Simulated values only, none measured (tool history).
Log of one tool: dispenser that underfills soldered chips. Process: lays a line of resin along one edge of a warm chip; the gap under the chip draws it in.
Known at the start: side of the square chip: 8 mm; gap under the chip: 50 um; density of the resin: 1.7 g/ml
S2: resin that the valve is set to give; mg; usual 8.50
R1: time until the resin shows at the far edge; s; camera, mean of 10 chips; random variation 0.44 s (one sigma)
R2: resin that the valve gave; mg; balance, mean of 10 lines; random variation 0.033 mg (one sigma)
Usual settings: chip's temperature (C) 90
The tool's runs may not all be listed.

run 1 day=0.000 | chip's_temperature_(C)=90 S2=8.50 | R1=33.9 R2=8.26
run 2 day=0.208 | chip's_temperature_(C)=90 S2=8.50 | R1=41.8 R2=8.25
-- day=0.300 new syringe of resin
run 3 day=0.492 | chip's_temperature_(C)=90 S2=8.50 | R1=38.2 R2=8.23
-- day=0.654 new syringe of resin
run 4 day=0.767 | chip's_temperature_(C)=84 S2=8.50 | R1=44.3 R2=8.13
-- day=1.025 new syringe of resin
run 5 day=1.083 | chip's_temperature_(C)=90 S2=8.50 | R1=34.0 R2=8.15
run 6 day=1.242 | chip's_temperature_(C)=90 S2=8.50 | R1=40.8 R2=8.13
-- day=1.379 new syringe of resin
run 7 day=1.567 | chip's_temperature_(C)=90 S2=8.50 | R1=37.9 R2=8.08
-- day=1.738 new syringe of resin
run 8 day=1.838 | chip's_temperature_(C)=90 S2=8.50 | R1=34.0 R2=8.09
run 9 day=2.025 | chip's_temperature_(C)=83 S2=8.50 | R1=53.1 R2=8.00
-- day=2.104 new syringe of resin
run 10 day=2.325 | chip's_temperature_(C)=90 S2=8.50 | R1=38.8 R2=7.98
-- day=2.471 new syringe of resin
run 11 day=2.554 | chip's_temperature_(C)=105 S2=8.50 | R1=21.2 R2=8.00
run 12 day=2.788 | chip's_temperature_(C)=90 S2=8.50 | R1=45.3 R2=7.97
-- day=2.846 new syringe of resin
-- day=3.183 dispensing valve cleaned and set on the balance
run 13 day=3.183 | chip's_temperature_(C)=90 S2=8.50 | R1=41.9 R2=8.49
-- day=3.246 new syringe of resin
run 14 day=3.467 | chip's_temperature_(C)=90 S2=8.50 | R1=40.0 R2=8.50
-- day=3.600 new syringe of resin
run 15 day=3.825 | chip's_temperature_(C)=90 S2=8.50 | R1=39.7 R2=8.43
-- day=3.962 new syringe of resin
run 16 day=4.025 | chip's_temperature_(C)=90 S2=8.50 | R1=34.0 R2=8.42
run 17 day=4.288 | chip's_temperature_(C)=90 S2=8.50 | R1=44.8 R2=8.38
-- day=4.329 new syringe of resin
run 18 day=4.579 | chip's_temperature_(C)=90 S2=8.50 | R1=39.9 R2=8.42
-- day=4.696 new syringe of resin
run 19 day=4.904 | chip's_temperature_(C)=84 S2=9.23 | R1=48.3 R2=9.07
-- day=5.067 new syringe of resin
run 20 day=5.071 | chip's_temperature_(C)=104 S2=9.21 | R1=19.6 R2=9.02
run 21 day=5.212 | chip's_temperature_(C)=93 S2=8.07 | R1=32.8 R2=7.88
run 22 day=5.362 | chip's_temperature_(C)=93 S2=8.07 | R1=39.0 R2=7.80
-- day=5.433 new syringe of resin
run 23 day=5.571 | chip's_temperature_(C)=83 S2=9.83 | R1=45.4 R2=9.56
-- day=5.783 new syringe of resin
run 24 day=5.883 | chip's_temperature_(C)=82 S2=8.11 | R1=47.3 R2=7.82
-- day=6.142 new syringe of resin
run 25 day=6.238 | chip's_temperature_(C)=90 S2=10.44 | R1=34.0 R2=10.10
-- day=6.496 new syringe of resin
run 26 day=6.583 | chip's_temperature_(C)=93 S2=7.50 | R1=31.8 R2=7.16
-- day=6.846 new syringe of resin
run 27 day=6.871 | chip's_temperature_(C)=103 S2=10.79 | R1=20.8 R2=10.32
run 28 day=7.012 | chip's_temperature_(C)=95 S2=8.34 | R1=31.8 R2=7.97
-- day=7.200 new syringe of resin
run 29 day=7.321 | chip's_temperature_(C)=84 S2=10.60 | R1=42.1 R2=10.03
run 30 day=7.467 | chip's_temperature_(C)=84 S2=10.60 | R1=49.3 R2=10.02
-- day=7.571 new syringe of resin
run 31 day=7.817 | chip's_temperature_(C)=78 S2=9.71 | R1=59.3 R2=9.07
-- day=7.925 new syringe of resin
run 32 day=8.175 | chip's_temperature_(C)=104 S2=8.16 | R1=26.5 R2=7.68

4 ways to go on from here, each from the tool as it stands after run 32. What would each give?
-- day=8.279 new syringe of resin
-- day=8.446 dispensing valve cleaned and set on the balance
run A day=8.575 | chip's_temperature_(C)=87 S2=8.50 | R1=? R2=?
-- day=8.279 new syringe of resin
-- day=8.446 dispensing valve cleaned and set on the balance
run B day=8.575 | chip's_temperature_(C)=78 S2=8.50 | R1=? R2=?
-- day=8.279 new syringe of resin
-- day=8.446 dispensing valve cleaned and set on the balance
run C day=8.575 | chip's_temperature_(C)=103 S2=7.27 | R1=? R2=?
-- day=8.279 new syringe of resin
-- day=8.446 dispensing valve cleaned and set on the balance
run D day=8.575 | chip's_temperature_(C)=92 S2=8.09 | R1=? R2=?

run=A R1=44.2 R2=8.56
run=B R1=59.9 R2=8.55
run=C R1=27.0 R2=7.24
run=D R1=38.1 R2=8.10
Without the tool's hidden state the same runs would have given:
run=A R1=35.3 R2=8.56
run=B R1=48.0 R2=8.56
run=C R1=21.4 R2=7.24
run=D R1=30.4 R2=8.10

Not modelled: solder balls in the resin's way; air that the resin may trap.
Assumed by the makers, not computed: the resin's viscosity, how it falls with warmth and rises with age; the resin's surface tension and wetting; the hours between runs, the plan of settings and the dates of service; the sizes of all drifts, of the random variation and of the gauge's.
